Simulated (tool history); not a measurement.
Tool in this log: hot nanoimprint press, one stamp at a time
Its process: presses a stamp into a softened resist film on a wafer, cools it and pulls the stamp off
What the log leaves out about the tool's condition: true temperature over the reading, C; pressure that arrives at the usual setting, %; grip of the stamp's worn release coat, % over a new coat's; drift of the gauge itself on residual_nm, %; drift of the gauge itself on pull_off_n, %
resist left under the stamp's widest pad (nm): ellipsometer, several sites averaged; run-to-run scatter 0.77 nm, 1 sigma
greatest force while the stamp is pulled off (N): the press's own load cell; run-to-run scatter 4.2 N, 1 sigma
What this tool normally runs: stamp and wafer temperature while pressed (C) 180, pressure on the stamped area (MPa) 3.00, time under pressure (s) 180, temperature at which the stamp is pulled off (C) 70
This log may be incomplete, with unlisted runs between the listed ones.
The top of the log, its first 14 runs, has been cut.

run	hour	stamp and wafer temperature while pressed (C)	pressure on the stamped area (MPa)	time under pressure (s)	temperature at which the stamp is pulled off (C)	hours of work since the thermocouple was calibrated	imprints on the stamp's release coat	hours of work since the press's seals were changed	resist left under the stamp's widest pad (nm)	greatest force while the stamp is pulled off (N)
15	245.7	180	3.00	180	63	167	75	524	101.6	241
16	263.3	180	3.00	180	63	179	116	536	100.9	245
17	285.4	180	3.00	238	56	194	168	552	91.4	291
18	306.6	181	3.00	315	56	209	218	566	79.2	288
19	316.9	181	3.00	315	56	216	242	574	79.5	289
20	329.3	180	4.40	213	62	225	271	582	78.7	260
21	350.3	180	3.00	280	67	239	321	597	88.5	232
22	373.4	178	3.00	280	64	255	375	613	96.7	262
23	391.4	178	3.00	280	64	268	417	625	96.0	261
24	409.4	171	3.00	180	70	280	459	638	153.8	221
# hour 415.7: plate thermocouple calibrated
25	424.5	175	3.00	93	66	6	488	646	153.9	247
26	445.8	180	2.09	185	70	21	538	661	119.4	216
27	471.1	189	3.00	180	70	38	597	679	66.8	219
28	488.0	180	3.20	180	78	50	637	690	98.8	174
29	504.0	180	3.28	180	70	61	674	701	96.0	224
30	527.9	180	3.28	180	70	78	731	718	97.1	222

What if the next run were any one of these 4? Each begins from the tool's condition after run 30:
A	541.9	180	3.00	319	70	88	764	728	?	?
B	541.9	180	1.99	180	70	88	764	728	?	?
C	541.9	187	3.18	180	70	88	764	728	?	?
D	541.9	176	3.00	180	70	88	764	728	?	?

run	resist left under the stamp's widest pad (nm)	greatest force while the stamp is pulled off (N)
A	83.0	223
B	124.7	227
C	72.6	213
D	121.6	225
Had the tool no hidden state, the same runs would have come out as:
run	resist left under the stamp's widest pad (nm)	greatest force while the stamp is pulled off (N)
A	80.4	205
B	122.3	208
C	70.3	195
D	118.3	207

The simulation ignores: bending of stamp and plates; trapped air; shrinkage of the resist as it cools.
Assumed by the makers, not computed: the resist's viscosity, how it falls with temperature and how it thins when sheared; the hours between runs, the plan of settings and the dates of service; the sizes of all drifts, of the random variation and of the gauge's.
